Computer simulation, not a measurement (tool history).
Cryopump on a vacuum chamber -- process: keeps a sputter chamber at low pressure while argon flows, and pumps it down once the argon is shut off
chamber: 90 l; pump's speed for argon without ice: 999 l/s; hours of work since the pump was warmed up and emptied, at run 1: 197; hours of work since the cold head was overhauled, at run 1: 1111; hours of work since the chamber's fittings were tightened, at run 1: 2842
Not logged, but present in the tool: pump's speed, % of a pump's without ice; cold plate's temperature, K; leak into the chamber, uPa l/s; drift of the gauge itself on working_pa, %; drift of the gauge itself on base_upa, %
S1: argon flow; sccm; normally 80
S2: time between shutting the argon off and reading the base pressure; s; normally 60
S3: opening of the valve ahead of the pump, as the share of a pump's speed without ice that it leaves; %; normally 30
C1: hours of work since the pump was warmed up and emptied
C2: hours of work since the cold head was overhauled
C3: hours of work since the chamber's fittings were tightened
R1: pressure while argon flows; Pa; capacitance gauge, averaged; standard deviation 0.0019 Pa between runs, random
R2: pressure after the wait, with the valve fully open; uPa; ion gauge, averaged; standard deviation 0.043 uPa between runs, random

run	day	S1	S2	S3	C1	C2	C3	R1	R2
1	0.000	80	60	30	197	1111	2842	0.4621	4.15
2	2.067	80	60	30	225	1138	2869	0.4627	4.18
3	5.938	80	60	30	276	1190	2921	0.4653	4.38
4	9.242	80	60	30	321	1235	2965	0.4658	4.27
5	13.438	80	60	30	377	1291	3022	0.4745	4.30
6	16.058	80	60	30	412	1326	3057	0.4719	4.49
# day 16.500: pump warmed up, emptied and cooled again
7	19.475	80	60	32	40	1369	3100	0.4306	4.23
8	22.838	80	60	32	85	1414	3145	0.4293	4.35
9	25.979	80	60	32	127	1456	3187	0.4345	4.34
10	29.712	80	60	32	177	1506	3237	0.4365	4.52
11	31.738	80	60	32	204	1533	3264	0.4363	4.41
12	34.542	80	60	32	242	1571	3301	0.4368	4.52
13	36.712	36	23	36	271	1600	3331	0.1769	8.03
14	38.783	139	90	39	299	1628	3358	0.6340	3.88
15	41.142	139	90	39	330	1659	3390	0.6392	3.98
16	45.333	138	114	25	386	1715	3446	0.9744	3.61
# day 47.833: pump warmed up, emptied and cooled again
17	48.833	70	28	33	13	1759	3490	0.3615	6.97
# day 49.592: leaking fittings of the chamber tightened, without venting
18	51.692	70	28	33	51	1797	28	0.3630	5.14
19	55.617	53	48	21	103	1849	81	0.4282	3.18
20	59.371	53	48	58	153	1899	131	0.1614	3.27
21	63.408	136	116	36	208	1953	185	0.6548	1.63
22	66.292	136	116	36	246	1992	224	0.6604	1.63
23	69.700	136	116	36	292	2038	269	0.6686	1.66
24	71.600	136	116	36	317	2063	295	0.6707	1.66

How the hidden state differs across the entries between the runs, from the last listed run before each to the first after it:
Runs 6 to 7: pump warmed up, emptied and cooled again (day 16.500)
  pump's speed, % of a pump's without ice: 87.2 -> 97.5; cold plate's temperature, K: 12.87 -> 12.89; leak into the chamber, uPa l/s: 1908 -> 1930
  the result without the hidden state subtracted from the measured one, R1: +0.0225 -> +0.0059 Pa; R2: +1.93 -> +1.71 uPa
Runs 16 to 17: pump warmed up, emptied and cooled again (day 47.833)
  pump's speed, % of a pump's without ice: 87.2 -> 99.5; cold plate's temperature, K: 13.05 -> 13.08; leak into the chamber, uPa l/s: 2110 -> 2135
  the result without the hidden state subtracted from the measured one, R1: +0.0400 -> +0.0031 Pa; R2: +2.16 -> +1.89 uPa
Runs 17 to 18: leaking fittings of the chamber tightened, without venting (day 49.592)
  pump's speed, % of a pump's without ice: 99.5 -> 98.5; cold plate's temperature, K: 13.08 -> 13.09; leak into the chamber, uPa l/s: 2135 -> 335
  the result without the hidden state subtracted from the measured one, R1: +0.0031 -> +0.0045 Pa; R2: +1.89 -> +0.05 uPa
